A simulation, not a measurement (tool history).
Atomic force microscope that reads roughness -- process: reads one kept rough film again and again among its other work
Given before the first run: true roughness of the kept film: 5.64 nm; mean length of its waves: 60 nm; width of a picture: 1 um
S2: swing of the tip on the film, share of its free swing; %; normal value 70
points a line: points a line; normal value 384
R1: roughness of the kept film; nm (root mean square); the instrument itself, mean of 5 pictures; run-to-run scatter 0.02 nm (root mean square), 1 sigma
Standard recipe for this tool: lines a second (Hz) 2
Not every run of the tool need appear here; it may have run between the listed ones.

{"run": 1, "day": 0.0, "lines a second (Hz)": 2, "S2": 70, "points a line": 384, "R1": 4.69}
{"run": 2, "day": 1.404, "lines a second (Hz)": 2, "S2": 70, "points a line": 524, "R1": 4.549}
{"run": 3, "day": 3.012, "lines a second (Hz)": 2, "S2": 70, "points a line": 524, "R1": 4.464}
{"run": 4, "day": 4.242, "lines a second (Hz)": 2, "S2": 70, "points a line": 524, "R1": 4.331}
{"run": 5, "day": 6.154, "lines a second (Hz)": 2, "S2": 70, "points a line": 524, "R1": 4.208}
{"day": 7.217, "done": "new tip fitted"}
{"run": 6, "day": 8.05, "lines a second (Hz)": 2, "S2": 70, "points a line": 524, "R1": 4.789}
{"run": 7, "day": 9.533, "lines a second (Hz)": 2, "S2": 89, "points a line": 384, "R1": 3.921}
{"run": 8, "day": 10.533, "lines a second (Hz)": 2, "S2": 89, "points a line": 384, "R1": 3.861}
{"run": 9, "day": 12.15, "lines a second (Hz)": 2, "S2": 70, "points a line": 386, "R1": 4.4}
{"run": 10, "day": 13.483, "lines a second (Hz)": 2, "S2": 70, "points a line": 386, "R1": 4.309}
{"run": 11, "day": 15.175, "lines a second (Hz)": 2, "S2": 70, "points a line": 386, "R1": 4.198}
{"day": 15.95, "done": "new tip fitted"}
{"run": 12, "day": 16.538, "lines a second (Hz)": 2, "S2": 70, "points a line": 384, "R1": 4.723}
{"run": 13, "day": 18.183, "lines a second (Hz)": 2, "S2": 70, "points a line": 384, "R1": 4.619}
{"run": 14, "day": 19.512, "lines a second (Hz)": 2, "S2": 70, "points a line": 384, "R1": 4.476}
{"run": 15, "day": 21.304, "lines a second (Hz)": 2, "S2": 70, "points a line": 384, "R1": 4.384}
{"run": 16, "day": 22.408, "lines a second (Hz)": 2, "S2": 70, "points a line": 384, "R1": 4.262}
{"run": 17, "day": 23.742, "lines a second (Hz)": 0.53, "S2": 70, "points a line": 384, "R1": 4.561}
{"day": 24.633, "done": "new tip fitted"}
{"run": 18, "day": 25.083, "lines a second (Hz)": 2, "S2": 70, "points a line": 384, "R1": 4.741}
{"run": 19, "day": 26.212, "lines a second (Hz)": 2, "S2": 70, "points a line": 384, "R1": 4.662}
{"run": 20, "day": 27.396, "lines a second (Hz)": 2, "S2": 70, "points a line": 384, "R1": 4.58}
{"run": 21, "day": 29.454, "lines a second (Hz)": 2, "S2": 70, "points a line": 384, "R1": 4.413}
{"run": 22, "day": 31.367, "lines a second (Hz)": 2, "S2": 70, "points a line": 384, "R1": 4.24}
{"run": 23, "day": 32.938, "lines a second (Hz)": 2, "S2": 59, "points a line": 384, "R1": 4.405}
{"day": 33.279, "done": "new tip fitted"}
{"run": 24, "day": 34.742, "lines a second (Hz)": 2, "S2": 59, "points a line": 384, "R1": 4.901}
{"run": 25, "day": 35.871, "lines a second (Hz)": 2, "S2": 59, "points a line": 384, "R1": 4.846}
{"run": 26, "day": 36.942, "lines a second (Hz)": 2, "S2": 76, "points a line": 452, "R1": 4.326}
{"run": 27, "day": 38.775, "lines a second (Hz)": 3.48, "S2": 70, "points a line": 384, "R1": 4.06}
{"run": 28, "day": 39.654, "lines a second (Hz)": 3.48, "S2": 67, "points a line": 492, "R1": 4.117}
{"run": 29, "day": 41.604, "lines a second (Hz)": 1.06, "S2": 61, "points a line": 359, "R1": 4.513}
{"day": 41.938, "done": "new tip fitted"}
{"run": 30, "day": 43.775, "lines a second (Hz)": 1.21, "S2": 71, "points a line": 426, "R1": 4.89}
{"run": 31, "day": 44.95, "lines a second (Hz)": 1.21, "S2": 71, "points a line": 426, "R1": 4.774}
{"run": 32, "day": 46.35, "lines a second (Hz)": 1.21, "S2": 81, "points a line": 396, "R1": 4.446}
{"run": 33, "day": 47.525, "lines a second (Hz)": 1.31, "S2": 68, "points a line": 775, "R1": 4.591}
{"run": 34, "day": 48.825, "lines a second (Hz)": 1.31, "S2": 68, "points a line": 775, "R1": 4.507}
{"run": 35, "day": 50.129, "lines a second (Hz)": 2, "S2": 70, "points a line": 849, "R1": 4.218}
{"day": 50.567, "done": "new tip fitted"}
{"run": 36, "day": 51.325, "lines a second (Hz)": 2.35, "S2": 70, "points a line": 313, "R1": 4.666}
{"run": 37, "day": 53.346, "lines a second (Hz)": 0.55, "S2": 70, "points a line": 313, "R1": 5}
{"run": 38, "day": 54.358, "lines a second (Hz)": 0.55, "S2": 70, "points a line": 313, "R1": 4.868}
{"run": 39, "day": 56.254, "lines a second (Hz)": 0.55, "S2": 70, "points a line": 313, "R1": 4.765}
{"run": 40, "day": 57.317, "lines a second (Hz)": 3.98, "S2": 85, "points a line": 556, "R1": 3.152}
{"run": 41, "day": 58.458, "lines a second (Hz)": 0.69, "S2": 81, "points a line": 384, "R1": 4.431}
{"day": 59.146, "done": "new tip fitted"}
{"run": 42, "day": 59.371, "lines a second (Hz)": 0.69, "S2": 81, "points a line": 384, "R1": 5.019}
{"run": 43, "day": 61.071, "lines a second (Hz)": 0.89, "S2": 74, "points a line": 302, "R1": 4.925}
{"run": 44, "day": 62.388, "lines a second (Hz)": 0.89, "S2": 74, "points a line": 828, "R1": 4.801}
{"run": 45, "day": 64.442, "lines a second (Hz)": 0.89, "S2": 74, "points a line": 828, "R1": 4.615}
{"run": 46, "day": 65.592, "lines a second (Hz)": 1.07, "S2": 67, "points a line": 384, "R1": 4.576}
{"run": 47, "day": 67.279, "lines a second (Hz)": 1.27, "S2": 55, "points a line": 384, "R1": 4.602}
{"day": 67.729, "done": "new tip fitted"}
{"run": 48, "day": 68.362, "lines a second (Hz)": 3.85, "S2": 56, "points a line": 724, "R1": 4.899}
{"run": 49, "day": 69.971, "lines a second (Hz)": 2, "S2": 59, "points a line": 965, "R1": 4.943}
{"run": 50, "day": 71.533, "lines a second (Hz)": 2, "S2": 59, "points a line": 965, "R1": 4.789}

Below, some changes in R1 between adjacent runs. For each, the amount present without the hidden state too (settings, incoming material, random variation) and the amount remaining for the hidden state with gauge scatter not shared by both compared results:
Hidden conditions of the tool in this case: radius of the tip, nm; height scale over the true one, %; drift of the gauge itself on roughness_nm, %.
Run 6 -> 7: S2 70 -> 89, points a line 524 -> 384. R1 -0.868 nm (root mean square): hidden state -0.102, all else -0.766.
Run 17 -> 18: lines a second (Hz) 0.53 -> 2, new tip fitted. R1 +0.18 nm (root mean square): hidden state +0.678, all else -0.498.
Run 39 -> 40: lines a second (Hz) 0.55 -> 3.98, S2 70 -> 85, points a line 313 -> 556. R1 -1.613 nm (root mean square): hidden state +0.101, all else -1.714.
Run 40 -> 41: lines a second (Hz) 3.98 -> 0.69, S2 85 -> 81, points a line 556 -> 384. R1 +1.279 nm (root mean square): hidden state -0.238, all else +1.517.
Run 41 -> 42: new tip fitted. R1 +0.588 nm (root mean square): hidden state +0.629, all else -0.041.
Run 47 -> 48: lines a second (Hz) 1.27 -> 3.85, S2 55 -> 56, points a line 384 -> 724, new tip fitted. R1 +0.297 nm (root mean square): hidden state +0.608, all else -0.311.
